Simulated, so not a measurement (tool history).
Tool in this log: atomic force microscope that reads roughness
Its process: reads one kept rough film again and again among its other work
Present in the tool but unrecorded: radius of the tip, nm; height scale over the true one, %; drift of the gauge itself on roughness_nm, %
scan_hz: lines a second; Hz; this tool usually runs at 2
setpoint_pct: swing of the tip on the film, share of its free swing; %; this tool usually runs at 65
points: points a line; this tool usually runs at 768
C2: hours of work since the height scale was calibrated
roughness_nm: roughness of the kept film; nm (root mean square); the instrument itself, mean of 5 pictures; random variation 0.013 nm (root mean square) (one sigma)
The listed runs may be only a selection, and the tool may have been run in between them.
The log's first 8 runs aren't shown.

run 9 hour=87.2 | scan_hz=2 setpoint_pct=65 points=768 | pictures_with_this_tip=28 C2=342 | roughness_nm=2.838
run 10 hour=97 | scan_hz=2 setpoint_pct=65 points=768 | pictures_with_this_tip=48 C2=348 | roughness_nm=2.657
run 11 hour=107.5 | scan_hz=2 setpoint_pct=65 points=768 | pictures_with_this_tip=68 C2=355 | roughness_nm=2.506
run 12 hour=118 | scan_hz=2 setpoint_pct=65 points=768 | pictures_with_this_tip=89 C2=362 | roughness_nm=2.381
run 13 hour=126.2 | scan_hz=2 setpoint_pct=65 points=555 | pictures_with_this_tip=105 C2=367 | roughness_nm=2.283
run 14 hour=139.5 | scan_hz=2 setpoint_pct=65 points=555 | pictures_with_this_tip=131 C2=376 | roughness_nm=2.136
-- hour=141.5 new tip fitted
run 15 hour=147.3 | scan_hz=2 setpoint_pct=65 points=555 | pictures_with_this_tip=11 C2=380 | roughness_nm=2.954
run 16 hour=154.4 | scan_hz=2 setpoint_pct=65 points=555 | pictures_with_this_tip=25 C2=385 | roughness_nm=2.823
run 17 hour=167.2 | scan_hz=1.6 setpoint_pct=62 points=567 | pictures_with_this_tip=50 C2=393 | roughness_nm=2.638
run 18 hour=183.5 | scan_hz=3.88 setpoint_pct=65 points=268 | pictures_with_this_tip=83 C2=404 | roughness_nm=2.253
run 19 hour=195.7 | scan_hz=2.5 setpoint_pct=65 points=268 | pictures_with_this_tip=107 C2=411 | roughness_nm=2.182
run 20 hour=206.6 | scan_hz=2 setpoint_pct=67 points=430 | pictures_with_this_tip=128 C2=418 | roughness_nm=2.128
-- hour=209.6 new tip fitted
run 21 hour=222.8 | scan_hz=2 setpoint_pct=67 points=430 | pictures_with_this_tip=26 C2=429 | roughness_nm=2.787
run 22 hour=236.6 | scan_hz=2 setpoint_pct=67 points=430 | pictures_with_this_tip=53 C2=437 | roughness_nm=2.593
run 23 hour=247.9 | scan_hz=2 setpoint_pct=81 points=768 | pictures_with_this_tip=75 C2=445 | roughness_nm=2.334
run 24 hour=255.6 | scan_hz=2 setpoint_pct=81 points=768 | pictures_with_this_tip=90 C2=450 | roughness_nm=2.229
run 25 hour=266.4 | scan_hz=2 setpoint_pct=65 points=376 | pictures_with_this_tip=112 C2=457 | roughness_nm=2.211
-- hour=279 new tip fitted
run 26 hour=283.2 | scan_hz=2 setpoint_pct=65 points=376 | pictures_with_this_tip=9 C2=467 | roughness_nm=2.942
run 27 hour=293.6 | scan_hz=3.35 setpoint_pct=74 points=768 | pictures_with_this_tip=29 C2=474 | roughness_nm=2.613
run 28 hour=308.2 | scan_hz=2 setpoint_pct=88 points=768 | pictures_with_this_tip=58 C2=483 | roughness_nm=2.337
run 29 hour=323.4 | scan_hz=2 setpoint_pct=57 points=768 | pictures_with_this_tip=88 C2=493 | roughness_nm=2.429
run 30 hour=334.3 | scan_hz=1.16 setpoint_pct=57 points=274 | pictures_with_this_tip=109 C2=500 | roughness_nm=2.303
-- hour=347 new tip fitted
run 31 hour=350.7 | scan_hz=1.16 setpoint_pct=57 points=274 | pictures_with_this_tip=8 C2=510 | roughness_nm=2.999
run 32 hour=363 | scan_hz=2.43 setpoint_pct=58 points=968 | pictures_with_this_tip=32 C2=518 | roughness_nm=2.811

Below are 3 alternative next runs, each starting from the tool's condition after run 32. Predict each:
run A hour=371.9 | scan_hz=0.56 setpoint_pct=63 points=825 | pictures_with_this_tip=49 C2=524 | roughness_nm=?
run B hour=371.9 | scan_hz=2.43 setpoint_pct=80 points=968 | pictures_with_this_tip=49 C2=524 | roughness_nm=?
run C hour=371.9 | scan_hz=1.5 setpoint_pct=86 points=817 | pictures_with_this_tip=49 C2=524 | roughness_nm=?

run=A roughness_nm=2.756
run=B roughness_nm=2.498
run=C roughness_nm=2.528
Stripped of hidden state, with their random variation kept, the same runs would have yielded:
run=A roughness_nm=3.228
run=B roughness_nm=2.923
run=C roughness_nm=2.959
